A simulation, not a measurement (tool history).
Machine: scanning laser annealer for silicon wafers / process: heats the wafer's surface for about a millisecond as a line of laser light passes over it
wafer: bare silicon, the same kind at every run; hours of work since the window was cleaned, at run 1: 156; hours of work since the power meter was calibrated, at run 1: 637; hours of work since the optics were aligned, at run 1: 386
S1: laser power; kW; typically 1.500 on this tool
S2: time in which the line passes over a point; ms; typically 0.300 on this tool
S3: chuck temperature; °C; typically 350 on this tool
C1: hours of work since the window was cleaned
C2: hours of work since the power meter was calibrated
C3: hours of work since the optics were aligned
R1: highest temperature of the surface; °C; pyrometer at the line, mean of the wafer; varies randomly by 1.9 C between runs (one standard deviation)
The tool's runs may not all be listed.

run 1 hour=0.0 | S1=1.500 S2=0.300 S3=350 | C1=156 C2=637 C3=386 | R1=1162
run 2 hour=33.9 | S1=1.500 S2=0.300 S3=350 | C1=178 C2=659 C3=408 | R1=1164
run 3 hour=70.8 | S1=1.500 S2=0.300 S3=317 | C1=201 C2=682 C3=432 | R1=1121
run 4 hour=93.0 | S1=1.563 S2=0.300 S3=317 | C1=216 C2=697 C3=446 | R1=1166
run 5 hour=133.1 | S1=1.563 S2=0.300 S3=317 | C1=241 C2=722 C3=472 | R1=1163
run 6 hour=167.2 | S1=1.563 S2=0.300 S3=317 | C1=263 C2=744 C3=494 | R1=1159
run 7 hour=206.2 | S1=1.563 S2=0.300 S3=317 | C1=288 C2=769 C3=519 | R1=1155
run 8 hour=246.8 | S1=1.563 S2=0.300 S3=317 | C1=314 C2=795 C3=545 | R1=1153
run 9 hour=281.5 | S1=1.596 S2=0.238 S3=364 | C1=337 C2=818 C3=567 | R1=1130
-- hour=303.6 window over the wafer cleaned
run 10 hour=315.8 | S1=1.384 S2=0.297 S3=350 | C1=8 C2=838 C3=588 | R1=1099
run 11 hour=355.8 | S1=1.539 S2=0.242 S3=351 | C1=34 C2=864 C3=613 | R1=1124
run 12 hour=380.8 | S1=1.500 S2=0.279 S3=377 | C1=50 C2=880 C3=629 | R1=1170
run 13 hour=424.8 | S1=1.482 S2=0.279 S3=381 | C1=78 C2=908 C3=658 | R1=1162
run 14 hour=447.8 | S1=1.482 S2=0.279 S3=365 | C1=93 C2=923 C3=672 | R1=1144
run 15 hour=488.9 | S1=1.482 S2=0.279 S3=365 | C1=119 C2=949 C3=699 | R1=1141

Each row is a separate what-if for the run after 15, all from the same tool condition, not one after another. Results?
run A hour=515.1 | S1=1.579 S2=0.219 S3=311 | C1=136 C2=966 C3=716 | R1=?
run B hour=515.1 | S1=1.441 S2=0.279 S3=344 | C1=136 C2=966 C3=716 | R1=?
run C hour=515.1 | S1=1.329 S2=0.279 S3=365 | C1=136 C2=966 C3=716 | R1=?
run D hour=515.1 | S1=1.350 S2=0.279 S3=365 | C1=136 C2=966 C3=716 | R1=?
run E hour=515.1 | S1=1.500 S2=0.362 S3=350 | C1=136 C2=966 C3=716 | R1=?

run=A R1=1058
run=B R1=1096
run=C R1=1054
run=D R1=1064
run=E R1=1234
With the hidden condition removed and each run's random variation left untouched, the same runs would have given:
run=A R1=1081
run=B R1=1120
run=C R1=1075
run=D R1=1086
run=E R1=1262
